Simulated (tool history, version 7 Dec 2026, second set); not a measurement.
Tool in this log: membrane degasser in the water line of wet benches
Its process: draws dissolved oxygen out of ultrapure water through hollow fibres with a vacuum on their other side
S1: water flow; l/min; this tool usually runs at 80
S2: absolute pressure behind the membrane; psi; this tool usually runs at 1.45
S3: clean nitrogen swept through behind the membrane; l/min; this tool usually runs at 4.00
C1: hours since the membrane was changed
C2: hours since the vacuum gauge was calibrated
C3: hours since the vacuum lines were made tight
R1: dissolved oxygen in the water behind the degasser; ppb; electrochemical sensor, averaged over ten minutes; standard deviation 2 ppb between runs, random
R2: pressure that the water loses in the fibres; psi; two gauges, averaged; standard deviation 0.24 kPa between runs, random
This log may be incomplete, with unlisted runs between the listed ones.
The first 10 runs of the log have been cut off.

run    hour  S1    S2     S3     C1    C2    C3     R1      R2
     2321.8  -- vacuum gauge calibrated, once more
 11  2323.9  80  2.38   4.00  14328     2  4893  609.7   9.981
     2404.0  -- seals of the vacuum lines changed
 12  2595.7  80  2.38   4.00  14598   272   192  602.9  10.006
 13  2881.2  80  2.38   4.00  14884   557   477  611.8  10.003
 14  3136.8  80  2.38   4.00  15139   813   733  615.7  10.070
 15  3348.6  80  1.45   4.00  15351  1025   945  354.4  10.051
 16  3512.0  80  1.45   4.00  15515  1188  1108  354.1  10.037
 17  3664.2  66  2.39   8.06  15667  1340  1260  293.1   8.277
 18  3861.1  82  1.45   1.76  15864  1537  1457  642.9  10.353
 19  4118.2  71  2.16   8.35  16121  1794  1714  280.3   8.947
     4237.6  -- membrane cartridge changed
 20  4368.7  80  1.13   6.80    131  2041  1961  163.0   8.914
 21  4613.0  70  1.45   2.17    375  2285  2205  464.7   7.813
 22  4817.1  71  2.23   2.61    580  2489  2409  686.6   7.996
 23  4956.4  71  2.23   2.61    719  2629  2548  679.3   7.993
 24  5224.0  71  2.23   2.61    986  2896  2816  681.2   7.931
 25  5498.8  71  2.23   2.61   1261  3171  3091  688.2   7.999
 26  5800.2  87  0.88   5.20   1563  3472  3392  157.4   9.767
 27  5975.8  96  1.45   5.13   1738  3648  3568  337.1  10.801
 28  6266.8  65  1.42  10.93   2029  3939  3859  117.5   7.404
 29  6452.5  58  1.44   5.96   2215  4125  4044  170.6   6.617
 30  6651.4  58  1.44   5.96   2414  4324  4243  169.7   6.611
     6737.9  -- vacuum gauge calibrated
 31  6947.1  58  2.07   3.71   2709   209  4539  398.5   6.591
 32  7220.1  77  1.55   6.66   2982   482  4812  239.0   8.801

What if the next run were any one of these 3? Each begins from the tool's condition after run 32:
     7372.1  -- seals of the vacuum lines changed
  A  7496.2  89  1.41  10.25  3256  756  124   ?   ?
     7372.1  -- seals of the vacuum lines changed
  B  7496.2  59  1.45   4.00  3256  756  124   ?   ?
     7372.1  -- seals of the vacuum lines changed
  C  7496.2  51  2.48   2.29  3256  756  124   ?   ?

run     R1      R2
  A  186.2  10.214
  B  243.8   6.757
  C  645.9   5.842
Had the tool no hidden state, the same runs would have come out as:
run     R1     R2
  A  179.3  9.986
  B  239.6  6.606
  C  641.8  5.713
